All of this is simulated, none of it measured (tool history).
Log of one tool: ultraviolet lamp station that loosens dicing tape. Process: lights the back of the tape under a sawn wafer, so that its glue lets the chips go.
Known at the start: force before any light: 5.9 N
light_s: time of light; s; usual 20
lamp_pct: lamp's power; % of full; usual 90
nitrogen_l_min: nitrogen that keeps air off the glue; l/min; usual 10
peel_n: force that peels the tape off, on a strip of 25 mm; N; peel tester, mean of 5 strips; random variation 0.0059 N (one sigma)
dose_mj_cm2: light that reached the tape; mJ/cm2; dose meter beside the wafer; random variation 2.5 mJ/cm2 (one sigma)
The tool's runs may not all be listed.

run	hour	light_s	lamp_pct	nitrogen_l_min	peel_n	dose_mj_cm2
1	0.0	20	90	10	0.158	300
2	5.8	20	90	10	0.154	302
3	12.4	20	90	10	0.153	301
4	19.2	20	90	10	0.156	300
5	25.3	20	77	10	0.216	254
6	30.0	20	77	10	0.214	259
7	40.5	20	77	10	0.228	259
8	47.8	20	77	10	0.237	258
9	53.5	28	90	5	0.145	420
10	60.0	20	65	10	0.326	218
11	65.5	20	64	6	0.592	211
12	72.9	20	71	19	0.154	238
13	78.3	20	71	19	0.164	237
14	85.0	35	71	3	0.252	413
15	93.6	35	80	3	0.178	460
16	104.5	10	80	3	1.823	132

Taken out of this log: 1 entry between the listed runs. Where each belongs, and how the hidden state differs across it:
Between runs 1 and 2: window cleaned of glue's vapour (hour 5.5)
  light that the window lets through, % of a clean one's: 99.9 -> 100
